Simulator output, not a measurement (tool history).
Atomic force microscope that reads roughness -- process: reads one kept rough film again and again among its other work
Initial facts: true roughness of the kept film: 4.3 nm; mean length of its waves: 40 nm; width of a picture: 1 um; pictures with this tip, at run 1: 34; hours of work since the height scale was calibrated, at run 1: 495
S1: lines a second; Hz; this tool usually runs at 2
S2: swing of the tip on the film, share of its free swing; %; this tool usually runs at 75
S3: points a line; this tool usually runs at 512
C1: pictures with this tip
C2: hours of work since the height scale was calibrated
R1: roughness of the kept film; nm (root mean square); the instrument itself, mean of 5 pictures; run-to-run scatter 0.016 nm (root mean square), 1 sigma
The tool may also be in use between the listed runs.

| run | hour | S1 | S2 | S3 | C1 | C2 | R1 |
|---|---|---|---|---|---|---|---|
| 1 | 0 | 2 | 75 | 512 | 34 | 495 | 3.677 |
|  | 28.5 | new tip fitted |
| 2 | 35.4 | 2 | 75 | 512 | 7 | 518 | 3.826 |
| 3 | 66.8 | 2 | 63 | 512 | 40 | 539 | 3.733 |
|  | 88.5 | new tip fitted |
| 4 | 127.8 | 2 | 63 | 512 | 42 | 579 | 3.722 |
|  | 148 | new tip fitted |
| 5 | 164.9 | 2 | 63 | 512 | 18 | 603 | 3.832 |
| 6 | 197.7 | 2 | 63 | 512 | 52 | 625 | 3.689 |
|  | 209.8 | new tip fitted |
| 7 | 265.2 | 2 | 75 | 512 | 58 | 669 | 3.591 |
|  | 270.2 | new tip fitted |
|  | 328.2 | new tip fitted |
| 8 | 328.2 | 2 | 75 | 512 | 0 | 709 | 3.868 |
|  | 392.3 | new tip fitted |
| 9 | 394.9 | 2 | 75 | 512 | 2 | 753 | 3.868 |
| 10 | 434 | 2 | 75 | 512 | 43 | 779 | 3.681 |
|  | 454.9 | new tip fitted |
| 11 | 467.3 | 2 | 75 | 623 | 13 | 800 | 3.801 |
|  | 515.8 | new tip fitted |
| 12 | 520.9 | 2 | 76 | 512 | 5 | 835 | 3.825 |
| 13 | 562.9 | 2 | 76 | 512 | 49 | 863 | 3.632 |
|  | 578.8 | new tip fitted |
| 14 | 627.4 | 2 | 75 | 441 | 51 | 905 | 3.623 |
|  | 640.4 | new tip fitted |
| 15 | 670.5 | 2 | 75 | 512 | 31 | 933 | 3.674 |
|  | 702.1 | new tip fitted |
| 16 | 730.3 | 2 | 75 | 512 | 29 | 972 | 3.702 |
|  | 760.7 | new tip fitted |
| 17 | 760.7 | 1.7 | 59 | 913 | 0 | 992 | 4.002 |
| 18 | 805.7 | 1.7 | 59 | 913 | 47 | 1022 | 3.748 |
|  | 823.1 | new tip fitted |
| 19 | 852.2 | 2.44 | 61 | 512 | 30 | 1052 | 3.799 |
| 20 | 880.6 | 2.44 | 61 | 512 | 60 | 1071 | 3.636 |
|  | 884.8 | new tip fitted |
| 21 | 939.5 | 2 | 71 | 512 | 57 | 1109 | 3.641 |
|  | 944.4 | new tip fitted |
| 22 | 976.1 | 1.03 | 72 | 465 | 33 | 1133 | 3.785 |
|  | 1005.7 | new tip fitted |
| 23 | 1045.2 | 1.03 | 72 | 465 | 41 | 1178 | 3.779 |
|  | 1067.3 | new tip fitted |
| 24 | 1105.5 | 2 | 75 | 590 | 40 | 1217 | 3.651 |
|  | 1126.8 | new tip fitted |
| 25 | 1147.6 | 2 | 84 | 728 | 21 | 1245 | 3.672 |
|  | 1187.6 | new tip fitted |
| 26 | 1187.6 | 1.29 | 75 | 308 | 0 | 1271 | 3.943 |
|  | 1246.4 | new tip fitted |
| 27 | 1257.9 | 2 | 75 | 544 | 12 | 1317 | 3.795 |
|  | 1306.1 | new tip fitted |
| 28 | 1323.8 | 2 | 65 | 298 | 19 | 1360 | 3.832 |
|  | 1364.5 | new tip fitted |
| 29 | 1391.6 | 2 | 65 | 298 | 28 | 1404 | 3.791 |
|  | 1423.3 | new tip fitted |
| 30 | 1445.1 | 3.92 | 87 | 298 | 23 | 1439 | 3.305 |
|  | 1483.8 | new tip fitted |
| 31 | 1503.5 | 1.5 | 87 | 298 | 21 | 1477 | 3.676 |

What differs in the tool's unlogged condition from the final listed run ahead of each entry between runs to the first listed run following it?
Logged between run 1 and run 2: new tip fitted (hour 28.5)
  radius of the tip, nm: 10.4 -> 6.3; height scale over the true one, %: 0.21 -> 0.22
  difference, measured minus the result without the unlogged condition, R1: -0.192 -> -0.043 nm (root mean square)
Logged between run 3 and run 4: new tip fitted (hour 88.5)
  radius of the tip, nm: 10.8 -> 11.4; height scale over the true one, %: 0.23 -> 0.25
  difference, measured minus the result without the unlogged condition, R1: -0.208 -> -0.229 nm (root mean square)
Logged between run 4 and run 5: new tip fitted (hour 148)
  radius of the tip, nm: 11.4 -> 7.8; height scale over the true one, %: 0.25 -> 0.26
  difference, measured minus the result without the unlogged condition, R1: -0.229 -> -0.097 nm (root mean square)
Logged between run 6 and run 7: new tip fitted (hour 209.8)
  radius of the tip, nm: 12.8 -> 13; height scale over the true one, %: 0.27 -> 0.3
  difference, measured minus the result without the unlogged condition, R1: -0.278 -> -0.277 nm (root mean square)
Logged between run 7 and run 8: new tip fitted (hour 270.2); new tip fitted (hour 328.2)
  radius of the tip, nm: 13 -> 5.1; height scale over the true one, %: 0.3 -> 0.32
  difference, measured minus the result without the unlogged condition, R1: -0.277 -> +0.007 nm (root mean square)
Logged between run 8 and run 9: new tip fitted (hour 392.3)
  radius of the tip, nm: 5.1 -> 5.5; height scale over the true one, %: 0.32 -> 0.34
  difference, measured minus the result without the unlogged condition, R1: +0.007 -> -0.006 nm (root mean square)
Logged between run 10 and run 11: new tip fitted (hour 454.9)
  radius of the tip, nm: 10.5 -> 7.2; height scale over the true one, %: 0.36 -> 0.37
  difference, measured minus the result without the unlogged condition, R1: -0.19 -> -0.069 nm (root mean square)
Logged between run 11 and run 12: new tip fitted (hour 515.8)
  radius of the tip, nm: 7.2 -> 5.8; height scale over the true one, %: 0.37 -> 0.39
  difference, measured minus the result without the unlogged condition, R1: -0.069 -> -0.018 nm (root mean square)
Logged between run 13 and run 14: new tip fitted (hour 578.8)
  radius of the tip, nm: 12 -> 12.1; height scale over the true one, %: 0.4 -> 0.42
  difference, measured minus the result without the unlogged condition, R1: -0.242 -> -0.241 nm (root mean square)
Logged between run 14 and run 15: new tip fitted (hour 640.4)
  radius of the tip, nm: 12.1 -> 9.9; height scale over the true one, %: 0.42 -> 0.44
  difference, measured minus the result without the unlogged condition, R1: -0.241 -> -0.164 nm (root mean square)
Logged between run 15 and run 16: new tip fitted (hour 702.1)
  radius of the tip, nm: 9.9 -> 9.4; height scale over the true one, %: 0.44 -> 0.46
  difference, measured minus the result without the unlogged condition, R1: -0.164 -> -0.146 nm (root mean square)
Logged between run 16 and run 17: new tip fitted (hour 760.7)
  radius of the tip, nm: 9.4 -> 5.6; height scale over the true one, %: 0.46 -> 0.47
  difference, measured minus the result without the unlogged condition, R1: -0.146 -> -0.005 nm (root mean square)
Logged between run 18 and run 19: new tip fitted (hour 823.1)
  radius of the tip, nm: 12.2 -> 9.3; height scale over the true one, %: 0.48 -> 0.5
  difference, measured minus the result without the unlogged condition, R1: -0.252 -> -0.147 nm (root mean square)
Logged between run 20 and run 21: new tip fitted (hour 884.8)
  radius of the tip, nm: 13.8 -> 12.5; height scale over the true one, %: 0.51 -> 0.53
  difference, measured minus the result without the unlogged condition, R1: -0.303 -> -0.256 nm (root mean square)
Logged between run 21 and run 22: new tip fitted (hour 944.4)
  radius of the tip, nm: 12.5 -> 10.4; height scale over the true one, %: 0.53 -> 0.55
  difference, measured minus the result without the unlogged condition, R1: -0.256 -> -0.185 nm (root mean square)
Logged between run 22 and run 23: new tip fitted (hour 1005.7)
  radius of the tip, nm: 10.4 -> 10.5; height scale over the true one, %: 0.55 -> 0.57
  difference, measured minus the result without the unlogged condition, R1: -0.185 -> -0.186 nm (root mean square)
Logged between run 23 and run 24: new tip fitted (hour 1067.3)
  radius of the tip, nm: 10.5 -> 11.5; height scale over the true one, %: 0.57 -> 0.59
  difference, measured minus the result without the unlogged condition, R1: -0.186 -> -0.216 nm (root mean square)
Logged between run 24 and run 25: new tip fitted (hour 1126.8)
  radius of the tip, nm: 11.5 -> 7.9; height scale over the true one, %: 0.59 -> 0.61
  difference, measured minus the result without the unlogged condition, R1: -0.216 -> -0.086 nm (root mean square)
Logged between run 25 and run 26: new tip fitted (hour 1187.6)
  radius of the tip, nm: 7.9 -> 5.3; height scale over the true one, %: 0.61 -> 0.62
  difference, measured minus the result without the unlogged condition, R1: -0.086 -> +0.012 nm (root mean square)
Logged between run 26 and run 27: new tip fitted (hour 1246.4)
  radius of the tip, nm: 5.3 -> 6.7; height scale over the true one, %: 0.62 -> 0.65
  difference, measured minus the result without the unlogged condition, R1: +0.012 -> -0.04 nm (root mean square)
Logged between run 27 and run 28: new tip fitted (hour 1306.1)
  radius of the tip, nm: 6.7 -> 8.4; height scale over the true one, %: 0.65 -> 0.67
  difference, measured minus the result without the unlogged condition, R1: -0.04 -> -0.103 nm (root mean square)
Logged between run 28 and run 29: new tip fitted (hour 1364.5)
  radius of the tip, nm: 8.4 -> 9.3; height scale over the true one, %: 0.67 -> 0.69
  difference, measured minus the result without the unlogged condition, R1: -0.103 -> -0.138 nm (root mean square)
Logged between run 29 and run 30: new tip fitted (hour 1423.3)
  radius of the tip, nm: 9.3 -> 8.6; height scale over the true one, %: 0.69 -> 0.71
  difference, measured minus the result without the unlogged condition, R1: -0.138 -> -0.096 nm (root mean square)
Logged between run 30 and run 31: new tip fitted (hour 1483.8)
  radius of the tip, nm: 8.6 -> 8.3; height scale over the true one, %: 0.71 -> 0.73
  difference, measured minus the result without the unlogged condition, R1: -0.096 -> -0.095 nm (root mean square)

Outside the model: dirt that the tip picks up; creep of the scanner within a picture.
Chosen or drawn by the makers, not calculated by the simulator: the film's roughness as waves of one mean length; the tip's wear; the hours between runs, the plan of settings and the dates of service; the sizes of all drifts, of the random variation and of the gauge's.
